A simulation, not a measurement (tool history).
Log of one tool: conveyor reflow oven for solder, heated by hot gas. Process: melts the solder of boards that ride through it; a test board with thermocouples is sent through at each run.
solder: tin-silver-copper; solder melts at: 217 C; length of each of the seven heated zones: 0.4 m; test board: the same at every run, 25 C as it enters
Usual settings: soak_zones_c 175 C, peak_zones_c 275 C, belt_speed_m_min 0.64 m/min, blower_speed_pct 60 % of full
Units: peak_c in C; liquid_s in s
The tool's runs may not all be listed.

run 1 day=0 | soak_zones_c=175 peak_zones_c=275 belt_speed_m_min=0.64 blower_speed_pct=60 | peak_c=259.6 liquid_s=63.1
run 2 day=0.408 | soak_zones_c=175 peak_zones_c=275 belt_speed_m_min=0.64 blower_speed_pct=60 | peak_c=260.4 liquid_s=62
run 3 day=0.883 | soak_zones_c=185 peak_zones_c=275 belt_speed_m_min=0.64 blower_speed_pct=60 | peak_c=261.7 liquid_s=66.7
run 4 day=1.238 | soak_zones_c=185 peak_zones_c=275 belt_speed_m_min=0.64 blower_speed_pct=60 | peak_c=262.4 liquid_s=67.3
run 5 day=1.458 | soak_zones_c=185 peak_zones_c=275 belt_speed_m_min=0.64 blower_speed_pct=60 | peak_c=261.1 liquid_s=66.7
run 6 day=1.862 | soak_zones_c=175 peak_zones_c=275 belt_speed_m_min=0.64 blower_speed_pct=60 | peak_c=259.8 liquid_s=62.8
run 7 day=2.254 | soak_zones_c=177 peak_zones_c=275 belt_speed_m_min=0.64 blower_speed_pct=60 | peak_c=261.2 liquid_s=62.9
run 8 day=2.779 | soak_zones_c=177 peak_zones_c=265 belt_speed_m_min=0.64 blower_speed_pct=60 | peak_c=251.4 liquid_s=57.5
run 9 day=3.021 | soak_zones_c=175 peak_zones_c=275 belt_speed_m_min=0.64 blower_speed_pct=85 | peak_c=265.8 liquid_s=66.1
-- day=3.504 flux residue cleaned out of gas plates and filters
run 10 day=3.525 | soak_zones_c=181 peak_zones_c=275 belt_speed_m_min=0.64 blower_speed_pct=85 | peak_c=267.3 liquid_s=68.5
run 11 day=3.808 | soak_zones_c=175 peak_zones_c=275 belt_speed_m_min=0.64 blower_speed_pct=60 | peak_c=261.3 liquid_s=63.2
run 12 day=4.225 | soak_zones_c=175 peak_zones_c=275 belt_speed_m_min=0.64 blower_speed_pct=60 | peak_c=260.1 liquid_s=62.8
run 13 day=4.646 | soak_zones_c=175 peak_zones_c=275 belt_speed_m_min=0.64 blower_speed_pct=60 | peak_c=260.6 liquid_s=62.9
run 14 day=5.029 | soak_zones_c=175 peak_zones_c=275 belt_speed_m_min=0.64 blower_speed_pct=60 | peak_c=260.7 liquid_s=62.9
run 15 day=5.288 | soak_zones_c=175 peak_zones_c=275 belt_speed_m_min=0.64 blower_speed_pct=60 | peak_c=259.8 liquid_s=62.9
run 16 day=5.638 | soak_zones_c=175 peak_zones_c=285 belt_speed_m_min=0.64 blower_speed_pct=54 | peak_c=267.7 liquid_s=66.3
run 17 day=5.933 | soak_zones_c=180 peak_zones_c=271 belt_speed_m_min=0.64 blower_speed_pct=60 | peak_c=258 liquid_s=62.9
run 18 day=6.338 | soak_zones_c=180 peak_zones_c=271 belt_speed_m_min=0.64 blower_speed_pct=60 | peak_c=257.8 liquid_s=62.9
run 19 day=6.633 | soak_zones_c=174 peak_zones_c=271 belt_speed_m_min=0.64 blower_speed_pct=60 | peak_c=257.6 liquid_s=60.4
run 20 day=7.038 | soak_zones_c=174 peak_zones_c=271 belt_speed_m_min=0.64 blower_speed_pct=60 | peak_c=256.4 liquid_s=60.4
run 21 day=7.542 | soak_zones_c=176 peak_zones_c=275 belt_speed_m_min=0.655 blower_speed_pct=60 | peak_c=259.6 liquid_s=61.4
run 22 day=7.892 | soak_zones_c=175 peak_zones_c=281 belt_speed_m_min=0.64 blower_speed_pct=78 | peak_c=270.2 liquid_s=68
run 23 day=8.312 | soak_zones_c=175 peak_zones_c=281 belt_speed_m_min=0.64 blower_speed_pct=78 | peak_c=270.5 liquid_s=68.4
run 24 day=8.625 | soak_zones_c=175 peak_zones_c=273 belt_speed_m_min=0.698 blower_speed_pct=82 | peak_c=261 liquid_s=58.8
run 25 day=8.992 | soak_zones_c=175 peak_zones_c=273 belt_speed_m_min=0.698 blower_speed_pct=82 | peak_c=261.9 liquid_s=58.2
run 26 day=9.488 | soak_zones_c=175 peak_zones_c=273 belt_speed_m_min=0.698 blower_speed_pct=82 | peak_c=262.5 liquid_s=58.6
run 27 day=9.729 | soak_zones_c=175 peak_zones_c=275 belt_speed_m_min=0.64 blower_speed_pct=75 | peak_c=264.7 liquid_s=65.9
run 28 day=9.95 | soak_zones_c=175 peak_zones_c=266 belt_speed_m_min=0.665 blower_speed_pct=60 | peak_c=252.5 liquid_s=55.4
run 29 day=10.45 | soak_zones_c=175 peak_zones_c=275 belt_speed_m_min=0.713 blower_speed_pct=69 | peak_c=259.7 liquid_s=55.9
run 30 day=10.867 | soak_zones_c=171 peak_zones_c=277 belt_speed_m_min=0.56 blower_speed_pct=57 | peak_c=264.9 liquid_s=73.8

Forecast each of these 4 alternatives for the next run:
run A day=11.142 | soak_zones_c=166 peak_zones_c=284 belt_speed_m_min=0.56 blower_speed_pct=57 | peak_c=? liquid_s=?
run B day=11.142 | soak_zones_c=162 peak_zones_c=277 belt_speed_m_min=0.56 blower_speed_pct=57 | peak_c=? liquid_s=?
run C day=11.142 | soak_zones_c=171 peak_zones_c=277 belt_speed_m_min=0.556 blower_speed_pct=70 | peak_c=? liquid_s=?
run D day=11.142 | soak_zones_c=175 peak_zones_c=279 belt_speed_m_min=0.655 blower_speed_pct=60 | peak_c=? liquid_s=?

run=A peak_c=270.4 liquid_s=75.4
run=B peak_c=263.8 liquid_s=69.6
run=C peak_c=268.6 liquid_s=76.1
run=D peak_c=263.5 liquid_s=62.7
Without the tool's hidden state the same runs would have given:
run=A peak_c=269.2 liquid_s=73.3
run=B peak_c=262.5 liquid_s=67.6
run=C peak_c=267.4 liquid_s=74.1
run=D peak_c=262.3 liquid_s=61

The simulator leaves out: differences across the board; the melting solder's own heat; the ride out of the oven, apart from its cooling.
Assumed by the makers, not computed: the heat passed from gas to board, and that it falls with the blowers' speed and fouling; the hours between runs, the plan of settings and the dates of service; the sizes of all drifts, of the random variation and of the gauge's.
